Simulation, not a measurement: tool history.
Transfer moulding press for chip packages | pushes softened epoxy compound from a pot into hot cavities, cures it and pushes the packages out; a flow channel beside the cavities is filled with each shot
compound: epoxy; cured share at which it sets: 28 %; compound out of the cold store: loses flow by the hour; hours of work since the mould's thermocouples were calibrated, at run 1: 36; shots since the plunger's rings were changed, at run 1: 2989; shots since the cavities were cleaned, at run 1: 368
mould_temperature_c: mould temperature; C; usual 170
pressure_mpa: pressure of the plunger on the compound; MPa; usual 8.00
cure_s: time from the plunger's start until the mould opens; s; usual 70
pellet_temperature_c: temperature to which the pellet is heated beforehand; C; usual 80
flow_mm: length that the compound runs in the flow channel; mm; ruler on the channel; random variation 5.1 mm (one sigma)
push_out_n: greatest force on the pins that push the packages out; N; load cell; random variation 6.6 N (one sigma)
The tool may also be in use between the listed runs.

run,hour,mould_temperature_c,pressure_mpa,cure_s,pellet_temperature_c,hours of work since the mould's thermocouples were calibrated,shots since the plunger's rings were changed,shots since the cavities were cleaned,incoming compound's hours out of the cold store,flow_mm,push_out_n
1,0.0,170,8.00,70,80,36,2989,368,31.8,569,526
2,27.5,170,8.00,70,80,50,3328,707,13.1,671,630
# hour 58.9: cavities cleaned with cleaning compound and waxed
3,64.6,170,8.00,82,80,68,3768,71,14.3,658,251
4,119.5,170,8.00,70,76,96,4447,750,12.3,654,659
# hour 147.2: cavities cleaned with cleaning compound and waxed
5,161.0,170,8.00,70,80,116,4940,171,36.4,538,411
6,205.7,170,8.00,70,80,138,5492,723,45.7,493,559
# hour 236.3: cavities cleaned with cleaning compound and waxed
7,260.3,163,8.00,70,80,165,6149,296,11.3,640,816
# hour 285.1: plunger's sealing rings changed
8,314.9,163,8.00,98,80,191,368,939,38.7,564,446
# hour 321.2: mould's thermocouples calibrated
# hour 330.3: cavities cleaned with cleaning compound and waxed
9,364.5,163,8.00,98,80,21,938,423,46.5,529,355
10,406.1,163,8.00,98,80,42,1451,936,16.4,666,448
# hour 417.9: cavities cleaned with cleaning compound and waxed
11,462.1,163,8.00,98,80,69,2124,545,20.6,645,425
12,497.9,163,8.00,98,80,87,2568,989,14.9,677,470
# hour 506.7: cavities cleaned with cleaning compound and waxed
13,552.0,163,8.00,76,80,114,3217,559,12.1,678,789
# hour 593.3: cavities cleaned with cleaning compound and waxed
14,598.4,163,8.00,76,80,137,3771,63,18.4,644,416
# hour 609.6: mould's thermocouples calibrated, once more
15,639.3,175,9.26,70,80,15,4252,544,8.7,732,476
16,665.3,172,6.19,80,87,28,4573,865,23.9,527,422
# hour 681.6: cavities cleaned with cleaning compound and waxed
17,713.7,172,8.75,79,87,52,5153,397,14.1,669,397
18,754.6,170,8.00,82,73,72,5658,902,18.9,620,456
# hour 768.6: cavities cleaned with cleaning compound and waxed
19,799.6,173,8.00,70,71,94,6195,382,8.4,666,503
# hour 821.6: plunger's sealing rings changed
20,829.0,173,6.05,93,71,108,90,714,40.1,492,376
# hour 860.9: cavities cleaned with cleaning compound and waxed
21,860.9,170,8.00,70,72,123,465,0,44.3,539,265

Hidden state at the last listed run before each entry between runs and at the first one after, where it differs:
Between runs 2 and 3: cavities cleaned with cleaning compound and waxed (hour 58.9)
  true mould temperature over the reading, C: 0.34 -> 0.37; pressure that reaches the compound, % of what is set: 90.68 -> 89.46; grip of the stained cavities, % over clean ones': 124.3 -> 28
  measured less the result without the state, flow_mm: -34 -> -38 mm; push_out_n: +342 -> +52 N
Between runs 4 and 5: cavities cleaned with cleaning compound and waxed (hour 147.2)
  true mould temperature over the reading, C: 0.41 -> 0.45; pressure that reaches the compound, % of what is set: 87.62 -> 86.25; grip of the stained cavities, % over clean ones': 123.7 -> 53.9
  measured less the result without the state, flow_mm: -45 -> -42 mm; push_out_n: +354 -> +135 N
Between runs 6 and 7: cavities cleaned with cleaning compound and waxed (hour 236.3)
  true mould temperature over the reading, C: 0.49 -> 0.54; pressure that reaches the compound, % of what is set: 84.79 -> 83.12; grip of the stained cavities, % over clean ones': 121.6 -> 81.9
  measured less the result without the state, flow_mm: -43 -> -63 mm; push_out_n: +301 -> +351 N
Between runs 7 and 8: plunger's sealing rings changed (hour 285.1)
  true mould temperature over the reading, C: 0.54 -> 0.58; pressure that reaches the compound, % of what is set: 83.12 -> 98.87; grip of the stained cavities, % over clean ones': 81.9 -> 129.3
  measured less the result without the state, flow_mm: -63 -> -4 mm; push_out_n: +351 -> +246 N
Between runs 8 and 9: mould's thermocouples calibrated (hour 321.2); cavities cleaned with cleaning compound and waxed (hour 330.3)
  true mould temperature over the reading, C: 0.58 -> 0.97; pressure that reaches the compound, % of what is set: 98.87 -> 97.28; grip of the stained cavities, % over clean ones': 129.3 -> 98.7
  measured less the result without the state, flow_mm: -4 -> -8 mm; push_out_n: +246 -> +170 N
Between runs 10 and 11: cavities cleaned with cleaning compound and waxed (hour 417.9)
  true mould temperature over the reading, C: 1.01 -> 1.07; pressure that reaches the compound, % of what is set: 95.84 -> 94.01; grip of the stained cavities, % over clean ones': 129.5 -> 112.9
  measured less the result without the state, flow_mm: -15 -> -22 mm; push_out_n: +244 -> +216 N
Between runs 12 and 13: cavities cleaned with cleaning compound and waxed (hour 506.7)
  true mould temperature over the reading, C: 1.1 -> 1.15; pressure that reaches the compound, % of what is set: 92.86 -> 91.08; grip of the stained cavities, % over clean ones': 131.6 -> 113.5
  measured less the result without the state, flow_mm: -27 -> -34 mm; push_out_n: +255 -> +394 N
Between runs 13 and 14: cavities cleaned with cleaning compound and waxed (hour 593.3)
  true mould temperature over the reading, C: 1.15 -> 1.19; pressure that reaches the compound, % of what is set: 91.08 -> 89.59; grip of the stained cavities, % over clean ones': 113.5 -> 25.8
  measured less the result without the state, flow_mm: -34 -> -38 mm; push_out_n: +394 -> +58 N
Between runs 14 and 15: mould's thermocouples calibrated, once more (hour 609.6)
  true mould temperature over the reading, C: 1.19 -> -0.12; pressure that reaches the compound, % of what is set: 89.59 -> 88.29; grip of the stained cavities, % over clean ones': 25.8 -> 111.6
  measured less the result without the state, flow_mm: -38 -> -47 mm; push_out_n: +58 -> +252 N
Between runs 16 and 17: cavities cleaned with cleaning compound and waxed (hour 681.6)
  true mould temperature over the reading, C: -0.09 -> -0.05; pressure that reaches the compound, % of what is set: 87.35 -> 85.89; grip of the stained cavities, % over clean ones': 127.1 -> 95
  measured less the result without the state, flow_mm: -37 -> -52 mm; push_out_n: +238 -> +188 N
Between runs 18 and 19: cavities cleaned with cleaning compound and waxed (hour 768.6)
  true mould temperature over the reading, C: -0.01 -> 0.03; pressure that reaches the compound, % of what is set: 84.55 -> 83.14; grip of the stained cavities, % over clean ones': 127.7 -> 94.9
  measured less the result without the state, flow_mm: -53 -> -64 mm; push_out_n: +258 -> +249 N
Between runs 19 and 20: plunger's sealing rings changed (hour 821.6)
  true mould temperature over the reading, C: 0.03 -> 0.06; pressure that reaches the compound, % of what is set: 83.14 -> 99.64; grip of the stained cavities, % over clean ones': 94.9 -> 122.2
  measured less the result without the state, flow_mm: -64 -> -1 mm; push_out_n: +249 -> +207 N
Between runs 20 and 21: cavities cleaned with cleaning compound and waxed (hour 860.9)
  true mould temperature over the reading, C: 0.06 -> 0.09; pressure that reaches the compound, % of what is set: 99.64 -> 98.62; grip of the stained cavities, % over clean ones': 122.2 -> 2.4
  measured less the result without the state, flow_mm: -1 -> -4 mm; push_out_n: +207 -> +5 N
